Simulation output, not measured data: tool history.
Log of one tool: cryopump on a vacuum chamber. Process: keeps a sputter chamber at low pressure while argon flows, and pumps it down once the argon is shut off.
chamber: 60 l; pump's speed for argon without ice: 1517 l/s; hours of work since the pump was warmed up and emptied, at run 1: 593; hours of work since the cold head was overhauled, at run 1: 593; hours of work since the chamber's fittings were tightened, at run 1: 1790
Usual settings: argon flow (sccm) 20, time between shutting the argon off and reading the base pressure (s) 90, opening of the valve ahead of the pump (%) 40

| run | day | argon flow (sccm) | time between shutting the argon off and reading the base pressure (s) | opening of the valve ahead of the pump (%) | hours of work since the pump was warmed up and emptied | hours of work since the cold head was overhauled | hours of work since the chamber's fittings were tightened | pressure while argon flows (Pa) | pressure after the wait (uPa) |
|---|---|---|---|---|---|---|---|---|---|
| 1 | 0 | 20 | 90 | 40 | 593 | 593 | 1790 | 0.0612 | 1.42 |
| 2 | 1.229 | 12 | 90 | 40 | 616 | 616 | 1814 | 0.0377 | 1.46 |
| 3 | 2.571 | 12 | 90 | 40 | 642 | 642 | 1839 | 0.0375 | 1.46 |
| 4 | 3.192 | 20 | 90 | 40 | 654 | 654 | 1851 | 0.0628 | 1.5 |
|  | 4.054 | pump warmed up, emptied and cooled again |
| 5 | 4.492 | 20 | 90 | 44 | 8 | 674 | 1872 | 0.0509 | 1.23 |
| 6 | 5.788 | 20 | 90 | 44 | 33 | 699 | 1896 | 0.051 | 1.29 |
| 7 | 7.008 | 20 | 90 | 36 | 56 | 722 | 1920 | 0.0627 | 1.3 |
| 8 | 8.254 | 20 | 21 | 36 | 80 | 746 | 1943 | 0.0627 | 2.69 |
| 9 | 9.171 | 20 | 90 | 40 | 97 | 763 | 1961 | 0.0565 | 1.33 |
| 10 | 9.904 | 20 | 90 | 40 | 111 | 777 | 1975 | 0.0561 | 1.34 |
| 11 | 10.683 | 20 | 90 | 40 | 126 | 792 | 1990 | 0.0569 | 1.37 |
| 12 | 12.125 | 36 | 90 | 40 | 154 | 820 | 2017 | 0.1017 | 1.36 |
| 13 | 13.375 | 36 | 90 | 40 | 177 | 843 | 2041 | 0.1038 | 1.38 |
| 14 | 14.292 | 20 | 90 | 40 | 195 | 861 | 2058 | 0.0566 | 1.36 |
| 15 | 14.996 | 20 | 90 | 40 | 208 | 874 | 2072 | 0.0578 | 1.39 |
| 16 | 16.279 | 20 | 90 | 40 | 233 | 899 | 2096 | 0.0579 | 1.39 |
| 17 | 17.267 | 20 | 90 | 40 | 251 | 917 | 2115 | 0.0581 | 1.34 |
| 18 | 17.971 | 15 | 39 | 33 | 265 | 931 | 2128 | 0.0514 | 2.05 |
| 19 | 19.062 | 17 | 39 | 33 | 286 | 952 | 2149 | 0.0602 | 1.98 |
| 20 | 20.275 | 17 | 39 | 33 | 309 | 975 | 2172 | 0.06 | 2 |
| 21 | 21.779 | 18 | 23 | 46 | 337 | 1003 | 2201 | 0.0468 | 2.73 |
| 22 | 22.75 | 18 | 23 | 46 | 356 | 1022 | 2219 | 0.0467 | 2.69 |
| 23 | 23.733 | 34 | 106 | 41 | 374 | 1040 | 2238 | 0.0967 | 1.41 |
| 24 | 24.729 | 34 | 174 | 33 | 393 | 1059 | 2257 | 0.1208 | 1.33 |
| 25 | 25.433 | 34 | 174 | 33 | 407 | 1073 | 2270 | 0.1203 | 1.3 |
| 26 | 26.525 | 34 | 174 | 33 | 428 | 1094 | 2291 | 0.1213 | 1.37 |
| 27 | 27.271 | 34 | 90 | 32 | 442 | 1108 | 2305 | 0.1257 | 1.52 |
| 28 | 28.183 | 39 | 134 | 34 | 459 | 1125 | 2323 | 0.1362 | 1.47 |
| 29 | 29.512 | 39 | 134 | 34 | 484 | 1150 | 2348 | 0.1366 | 1.51 |
| 30 | 30.646 | 39 | 134 | 34 | 506 | 1172 | 2370 | 0.1377 | 1.48 |
| 31 | 31.975 | 20 | 90 | 59 | 531 | 1197 | 2395 | 0.0424 | 1.62 |
| 32 | 32.821 | 20 | 90 | 59 | 547 | 1213 | 2411 | 0.0428 | 1.65 |
| 33 | 34.338 | 28 | 133 | 37 | 576 | 1242 | 2440 | 0.0915 | 1.58 |

Forecast each of these 4 alternatives for the next run:
| A | 35.683 | 17 | 33 | 18 | 602 | 1268 | 2465 | ? | ? |
| B | 35.683 | 25 | 90 | 16 | 602 | 1268 | 2465 | ? | ? |
| C | 35.683 | 37 | 215 | 60 | 602 | 1268 | 2465 | ? | ? |
| D | 35.683 | 9 | 46 | 24 | 602 | 1268 | 2465 | ? | ? |

| run | pressure while argon flows (Pa) | pressure after the wait (uPa) |
|---|---|---|
| A | 0.1102 | 2.42 |
| B | 0.18 | 1.73 |
| C | 0.0791 | 1.43 |
| D | 0.0442 | 2.11 |
Without the tool's hidden state the same runs would have given:
| run | pressure while argon flows (Pa) | pressure after the wait (uPa) |
|---|---|---|
| A | 0.1053 | 1.33 |
| B | 0.1728 | 0.64 |
| C | 0.0685 | 0.36 |
| D | 0.0416 | 1.02 |
